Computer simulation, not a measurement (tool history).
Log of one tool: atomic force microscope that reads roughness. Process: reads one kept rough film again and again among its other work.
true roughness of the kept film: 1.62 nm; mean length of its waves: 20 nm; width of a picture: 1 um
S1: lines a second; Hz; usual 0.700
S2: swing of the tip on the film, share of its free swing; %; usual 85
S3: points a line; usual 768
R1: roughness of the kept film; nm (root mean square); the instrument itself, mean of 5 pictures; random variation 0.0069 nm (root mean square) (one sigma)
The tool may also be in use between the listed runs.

run	day	S1	S2	S3	R1
1	0.000	0.700	85	768	1.255
2	1.438	0.700	68	768	1.269
3	2.479	0.700	68	768	1.269
# day 3.058: new tip fitted
4	3.288	0.700	68	768	1.471
5	4.183	0.700	68	768	1.464
6	5.533	0.700	68	768	1.436
7	7.283	0.700	68	768	1.426
8	8.133	1.550	85	768	1.291
9	9.483	1.550	85	768	1.272
10	10.404	1.550	85	768	1.264
11	11.496	1.550	85	768	1.257
12	13.117	1.550	85	768	1.244
13	13.921	1.550	85	768	1.219
14	15.083	1.550	85	768	1.221
15	16.642	1.550	85	768	1.194
16	17.500	1.550	85	768	1.189
17	18.571	1.550	85	768	1.182
18	20.308	0.700	85	768	1.244
# day 20.462: height scale calibrated on a step standard
# day 20.788: new tip fitted
19	21.762	0.700	85	768	1.427
20	22.888	0.700	85	768	1.410
21	24.600	2.887	85	768	1.191
# day 25.138: height scale calibrated on a step standard, once more
22	25.667	0.700	85	768	1.361
23	26.650	0.700	85	768	1.334
24	27.971	0.700	85	768	1.319
25	29.496	0.700	85	768	1.302
26	30.571	0.700	85	768	1.291
27	31.688	3.296	85	466	1.075
28	33.000	3.296	85	466	1.062
29	33.992	3.296	85	466	1.055
30	34.733	3.749	63	342	1.194
31	36.129	1.035	83	715	1.214
32	37.858	1.035	83	715	1.201
# day 38.496: new tip fitted
33	39.258	2.507	78	385	1.302
34	40.050	1.705	57	768	1.424
35	40.892	1.705	57	768	1.424
36	41.700	0.700	85	263	1.338
37	43.175	2.154	67	542	1.331
38	44.229	2.045	66	930	1.353
39	46.008	1.546	67	768	1.327
40	47.625	0.700	85	399	1.290
41	49.317	0.941	85	768	1.263
42	50.158	0.941	85	768	1.261
43	51.704	0.941	85	768	1.239
44	52.600	1.703	64	464	1.264
45	53.575	1.703	61	464	1.269
46	54.892	1.703	70	435	1.224
# day 56.058: new tip fitted
47	56.396	0.700	85	842	1.398
48	57.562	3.341	75	342	1.246
49	58.383	0.700	65	788	1.430
50	60.050	2.393	85	947	1.212
51	61.408	1.096	60	697	1.388
52	62.433	1.096	60	697	1.385

5 ways to go on from here, each from the tool as it stands after run 52. What would each give?
A	63.692	3.348	59	423	?
B	63.692	1.929	56	986	?
C	63.692	0.544	85	768	?
D	63.692	1.040	85	768	?
E	63.692	0.510	85	834	?

run	R1
A	1.303
B	1.355
C	1.326
D	1.298
E	1.335
Without the tool's hidden state the same runs would have given:
run	R1
A	1.399
B	1.455
C	1.424
D	1.393
E	1.433

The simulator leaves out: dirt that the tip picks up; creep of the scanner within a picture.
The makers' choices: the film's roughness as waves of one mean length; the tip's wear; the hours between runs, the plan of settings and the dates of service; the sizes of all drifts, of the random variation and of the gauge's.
